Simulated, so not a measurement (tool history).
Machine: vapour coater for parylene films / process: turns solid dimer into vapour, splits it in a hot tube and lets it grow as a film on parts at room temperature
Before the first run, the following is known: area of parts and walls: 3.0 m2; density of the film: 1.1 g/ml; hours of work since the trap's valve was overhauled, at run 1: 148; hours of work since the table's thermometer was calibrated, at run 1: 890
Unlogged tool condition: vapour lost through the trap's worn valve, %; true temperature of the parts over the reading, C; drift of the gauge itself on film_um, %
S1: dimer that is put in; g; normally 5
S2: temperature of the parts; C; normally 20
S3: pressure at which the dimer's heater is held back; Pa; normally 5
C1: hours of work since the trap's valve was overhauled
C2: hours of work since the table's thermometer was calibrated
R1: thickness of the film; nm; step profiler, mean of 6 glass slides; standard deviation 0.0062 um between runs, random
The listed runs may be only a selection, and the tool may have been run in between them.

Run 1, hour 0: usual settings; C1 148; C2 890. Result: R1 733 nm.
Run 2, hour 18.5: usual settings; C1 163; C2 906. Result: R1 714 nm.
Run 3, hour 48: usual settings but S2 17 C; C1 188; C2 931. Result: R1 767 nm.
Run 4, hour 66.1: usual settings but S2 17 C; C1 204; C2 946. Result: R1 766 nm.
Run 5, hour 98.6: usual settings but S2 17 C; C1 231; C2 974. Result: R1 760 nm.
Run 6, hour 129.3: usual settings but S1 3 g, S2 17 C; C1 257; C2 1000. Result: R1 455 nm.
Run 7, hour 161.6: usual settings but S1 3 g, S2 17 C; C1 285; C2 1027. Result: R1 449 nm.
At hour 184: trap's valve overhauled.
Run 8, hour 192.4: usual settings but S1 3 g, S2 17 C; C1 7; C2 1050. Result: R1 417 nm.
Run 9, hour 226.9: usual settings but S1 3 g, S2 12 C; C1 36; C2 1079. Result: R1 474 nm.
Run 10, hour 244.8: usual settings but S1 3 g, S2 12 C; C1 52; C2 1094. Result: R1 474 nm.
Run 11, hour 275.4: usual settings but S1 3 g, S2 12 C; C1 78; C2 1120. Result: R1 472 nm.
Run 12, hour 303.7: usual settings but S3 2.72 Pa; C1 102; C2 1144. Result: R1 699 nm.

For run 13, what comes out?
Run 13, hour 326.1: usual settings but S1 2 g, S3 11.64 Pa; C1 121; C2 1163. Result: R1 ?.

{"run 13": {"R1": 210}}
Were there no unlogged condition in the tool, this run, its random variation unchanged, would have produced R1 265 nm.
